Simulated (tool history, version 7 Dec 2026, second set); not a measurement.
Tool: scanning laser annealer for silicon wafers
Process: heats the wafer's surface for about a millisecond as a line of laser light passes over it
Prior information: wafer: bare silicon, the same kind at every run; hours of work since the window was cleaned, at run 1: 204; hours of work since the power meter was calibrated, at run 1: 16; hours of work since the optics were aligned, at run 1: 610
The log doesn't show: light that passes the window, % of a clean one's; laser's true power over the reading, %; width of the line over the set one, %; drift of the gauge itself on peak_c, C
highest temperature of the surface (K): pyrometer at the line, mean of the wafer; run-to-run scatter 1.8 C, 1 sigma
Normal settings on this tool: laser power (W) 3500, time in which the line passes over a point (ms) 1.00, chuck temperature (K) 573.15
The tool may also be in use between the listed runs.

run   hour  laser power (W)  time in which the line passes over a point (ms)  chuck temperature (K)  hours of work since the window was cleaned  hours of work since the power meter was calibrated  hours of work since the optics were aligned  highest temperature of the surface (K)
  1    0.0             3500                                             1.00                 573.15                                         204                                                  16                                          610                                 1281.15
  2    9.6             3500                                             1.00                 573.15                                         208                                                  20                                          614                                 1279.15
  3   20.3             3500                                             1.00                 573.15                                         213                                                  25                                          619                                 1276.15
  4   32.1             3500                                             1.00                 573.15                                         218                                                  30                                          624                                 1281.15
  5   44.6             3500                                             1.00                 573.15                                         224                                                  36                                          630                                 1282.15
  6   55.2             3500                                             1.00                 553.15                                         228                                                  40                                          635                                 1260.15
  7   65.7             3500                                             1.00                 553.15                                         233                                                  45                                          639                                 1258.15
  8   71.1             3344                                             1.00                 573.15                                         236                                                  48                                          642                                 1240.15
  9   77.8             3500                                             1.00                 570.15                                         239                                                  51                                          645                                 1274.15
 10   87.2             3500                                             1.00                 570.15                                         243                                                  55                                          649                                 1271.15
 11   92.6             3500                                             1.00                 573.15                                         245                                                  57                                          651                                 1280.15
 12  100.1             3500                                             1.00                 573.15                                         249                                                  61                                          655                                 1278.15
 13  105.8             3500                                             1.00                 573.15                                         251                                                  63                                          657                                 1274.15
 14  118.4             3500                                             0.87                 573.15                                         257                                                  69                                          663                                 1227.15
 15  127.6             3500                                             0.87                 573.15                                         261                                                  73                                          667                                 1225.15
 16  137.4             3500                                             0.87                 573.15                                         265                                                  77                                          671                                 1225.15
 17  146.2             3500                                             0.87                 573.15                                         269                                                  81                                          675                                 1223.15
 18  153.2             3500                                             0.87                 573.15                                         272                                                  84                                          679                                 1226.15
 19  163.0             3500                                             0.87                 573.15                                         277                                                  89                                          683                                 1222.15
 20  171.8             3059                                             0.82                 573.15                                         281                                                  93                                          687                                 1112.15
 21  182.7             3500                                             1.00                 585.15                                         286                                                  98                                          692                                 1284.15
 22  193.9             3672                                             1.24                 579.15                                         291                                                 103                                          697                                 1400.15
 23  200.7             3569                                             1.25                 546.15                                         294                                                 106                                          700                                 1338.15
     204.5  -- laser's power meter calibrated
 24  209.0             3569                                             1.25                 546.15                                         296                                                   2                                          702                                 1341.15
 25  220.0             3569                                             1.25                 546.15                                         301                                                   7                                          707                                 1342.15
 26  228.6             3569                                             1.25                 546.15                                         305                                                  11                                          711                                 1336.15
 27  235.1             3569                                             1.25                 546.15                                         308                                                  14                                          714                                 1340.15
 28  247.0             3674                                             1.25                 598.15                                         313                                                  19                                          719                                 1419.15
 29  258.0             3050                                             1.12                 573.15                                         318                                                  24                                          724                                 1198.15
 30  269.7             3657                                             1.09                 573.15                                         323                                                  29                                          729                                 1329.15

Predict the results of run 31:
     273.8  -- laser's power meter calibrated, once more
 31  283.2             3500                                             1.00                 601.15                                         328                                                   4                                          734                                       ?

{"run 31": {"highest temperature of the surface (K)": 1299.15}}
If the tool had no hidden condition, the same run with the same run-to-run variation would have returned highest temperature of the surface (K) 1347.15.
